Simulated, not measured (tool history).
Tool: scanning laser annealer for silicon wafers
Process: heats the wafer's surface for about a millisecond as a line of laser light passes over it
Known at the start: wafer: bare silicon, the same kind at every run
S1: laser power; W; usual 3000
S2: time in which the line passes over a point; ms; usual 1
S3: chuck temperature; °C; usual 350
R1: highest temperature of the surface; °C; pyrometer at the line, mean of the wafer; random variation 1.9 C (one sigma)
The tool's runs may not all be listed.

run   hour    S1    S2   S3    R1
  1      0  3000     1  350  1173
  2   29.2  3000     1  387  1210
  3   60.7  3217     1  350  1243
  4   89.2  3000     1  350  1172
  5  109.3  3000     1  331  1156
  6  155.3  3000     1  331  1148
  7  181.3  3000     1  382  1202
  8  202.6  3000     1  382  1199
  9  238.2  3000     1  382  1200
 10  258.2  3000  0.71  350  1019
 11  290.3  3000     1  350  1167
 12  328.4  3000     1  350  1168
 13  353.8  3000     1  350  1163
 14  377.7  3000     1  350  1165
 15  425.9  3000     1  350  1168
 16  467.8  3000  1.08  388  1241
 17  510.7  3125  1.08  388  1275
 18  553.4  3203  1.02  388  1272
 19  576.9  3203  1.02  388  1273
 20  602.7  2898  0.79  310   987
 21  643.3  2898  0.79  310   987
 22  677.5  2898  0.79  310   986
 23  702.8  2898   0.9  381  1110
 24  733.2  2898   0.9  381  1114
 25  779.8  2898   0.9  381  1110
 26  813.5  2864  0.85  362  1057
 27  856.4  2809  0.86  362  1045
 28  904.1  2762  0.74  314   931
 29  925.1  2783  0.74  317   937

3 ways to go on from here, each from the tool as it stands after run 29. What would each give?
  A  967.8  3168  0.86  350   ?
  B  967.8  2991  1.17  377   ?
  C  967.8  2783  0.79  317   ?

run    R1
  A  1136
  B  1253
  C   959
Without the tool's hidden state the same runs would have given:
run    R1
  A  1164
  B  1284
  C   982

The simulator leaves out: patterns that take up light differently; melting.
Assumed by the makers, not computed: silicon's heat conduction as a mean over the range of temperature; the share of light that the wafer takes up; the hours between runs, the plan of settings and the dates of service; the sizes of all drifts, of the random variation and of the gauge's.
